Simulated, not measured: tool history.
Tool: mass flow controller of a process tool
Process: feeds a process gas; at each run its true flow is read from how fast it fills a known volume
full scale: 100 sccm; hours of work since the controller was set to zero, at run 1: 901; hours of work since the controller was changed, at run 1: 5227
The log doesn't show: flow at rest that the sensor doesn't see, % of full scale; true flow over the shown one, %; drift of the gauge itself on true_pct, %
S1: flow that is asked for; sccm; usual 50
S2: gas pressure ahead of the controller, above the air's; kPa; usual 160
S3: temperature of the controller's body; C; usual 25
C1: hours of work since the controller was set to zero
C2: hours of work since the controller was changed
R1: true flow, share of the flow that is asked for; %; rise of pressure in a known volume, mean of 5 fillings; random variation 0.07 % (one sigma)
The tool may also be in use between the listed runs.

run    hour  S1   S2  S3    C1    C2      R1
  1     0.0  50  160  25   901  5227   99.96
  2    98.5  50  160  25   972  5298   99.87
  3   284.3  50  160  25  1106  5432   99.85
  4   487.2  50  160  25  1252  5579   99.91
  5   631.8  50  160  25  1357  5683  100.10
  6   804.7  50  160  25  1481  5808   99.85
  7   930.5  50  160  25  1572  5899   99.95
  8  1146.4  10  182  37  1728  6054   96.56
  9  1252.6  10  182  37  1805  6131   96.42
 10  1451.9  50  142  30  1948  6275   99.59
 11  1596.1  50  199  29  2052  6379   99.64
 12  1756.3  78  160  37  2168  6494   99.37
 13  1865.0  77  199  24  2246  6573  100.78

Forecast each of these 4 alternatives for the next run:
  A  1984.0  24  230  20  2332  6659   ?
  B  1984.0  16  234  25  2332  6659   ?
  C  1984.0  50  181  26  2332  6659   ?
  D  1984.0  16  243  38  2332  6659   ?

run     R1
  A  99.47
  B  98.32
  C  99.97
  D  97.02
Without the tool's hidden state the same runs would have given:
run     R1
  A  98.99
  B  98.35
  C  98.95
  D  97.06

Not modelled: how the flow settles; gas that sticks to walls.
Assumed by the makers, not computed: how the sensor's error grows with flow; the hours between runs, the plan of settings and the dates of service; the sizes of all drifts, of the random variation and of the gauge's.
